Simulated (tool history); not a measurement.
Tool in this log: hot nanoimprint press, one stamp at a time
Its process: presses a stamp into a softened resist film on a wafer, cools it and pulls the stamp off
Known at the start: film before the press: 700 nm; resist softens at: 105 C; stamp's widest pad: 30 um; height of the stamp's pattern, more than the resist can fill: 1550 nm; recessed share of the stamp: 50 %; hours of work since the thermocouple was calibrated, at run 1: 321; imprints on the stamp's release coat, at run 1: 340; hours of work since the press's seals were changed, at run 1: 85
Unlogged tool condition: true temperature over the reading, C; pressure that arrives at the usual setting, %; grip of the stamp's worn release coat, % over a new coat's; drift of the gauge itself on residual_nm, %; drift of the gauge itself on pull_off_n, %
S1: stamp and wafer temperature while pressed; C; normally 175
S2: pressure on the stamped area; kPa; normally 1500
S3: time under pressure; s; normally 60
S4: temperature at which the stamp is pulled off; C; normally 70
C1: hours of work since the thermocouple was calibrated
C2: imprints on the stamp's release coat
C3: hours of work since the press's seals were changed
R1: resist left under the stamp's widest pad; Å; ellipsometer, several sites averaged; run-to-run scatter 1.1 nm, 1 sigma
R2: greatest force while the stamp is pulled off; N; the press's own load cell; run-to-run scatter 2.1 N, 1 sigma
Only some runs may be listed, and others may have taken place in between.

{"run": 1, "day": 0.0, "S1": 175, "S2": 1500, "S3": 60, "S4": 70, "C1": 321, "C2": 340, "C3": 85, "R1": 3190, "R2": 106}
{"run": 2, "day": 1.304, "S1": 175, "S2": 1500, "S3": 60, "S4": 70, "C1": 338, "C2": 465, "C3": 102, "R1": 3185, "R2": 102}
{"run": 3, "day": 2.617, "S1": 175, "S2": 1500, "S3": 60, "S4": 70, "C1": 355, "C2": 591, "C3": 120, "R1": 3210, "R2": 108}
{"run": 4, "day": 3.892, "S1": 175, "S2": 1500, "S3": 60, "S4": 70, "C1": 372, "C2": 713, "C3": 136, "R1": 3196, "R2": 114}
{"run": 5, "day": 5.271, "S1": 175, "S2": 1500, "S3": 60, "S4": 70, "C1": 390, "C2": 845, "C3": 154, "R1": 3202, "R2": 114}
{"run": 6, "day": 6.238, "S1": 175, "S2": 1500, "S3": 60, "S4": 70, "C1": 403, "C2": 938, "C3": 167, "R1": 3201, "R2": 113}
{"day": 6.492, "done": "plate thermocouple calibrated"}
{"run": 7, "day": 7.996, "S1": 175, "S2": 2260, "S3": 60, "S4": 70, "C1": 20, "C2": 1095, "C3": 188, "R1": 2696, "R2": 114}
{"run": 8, "day": 8.942, "S1": 175, "S2": 1430, "S3": 60, "S4": 70, "C1": 32, "C2": 1185, "C3": 201, "R1": 3321, "R2": 118}
{"run": 9, "day": 10.167, "S1": 175, "S2": 1430, "S3": 60, "S4": 70, "C1": 48, "C2": 1303, "C3": 217, "R1": 3342, "R2": 125}
{"run": 10, "day": 12.004, "S1": 175, "S2": 1500, "S3": 83, "S4": 62, "C1": 72, "C2": 1479, "C3": 241, "R1": 2907, "R2": 151}

Hidden state or all else? Some run-to-run changes of R1, split into what the settings, what came in and random variation would give without the hidden state, and what is left for the hidden state (with any gauge scatter that isn't in both results):
Run 6 -> 7: S2 1500 -> 2260, plate thermocouple calibrated. R1 -505 Å: hidden state +27, all else -532.
Run 7 -> 8: S2 2260 -> 1430. R1 +625 Å: hidden state +20, all else +605.
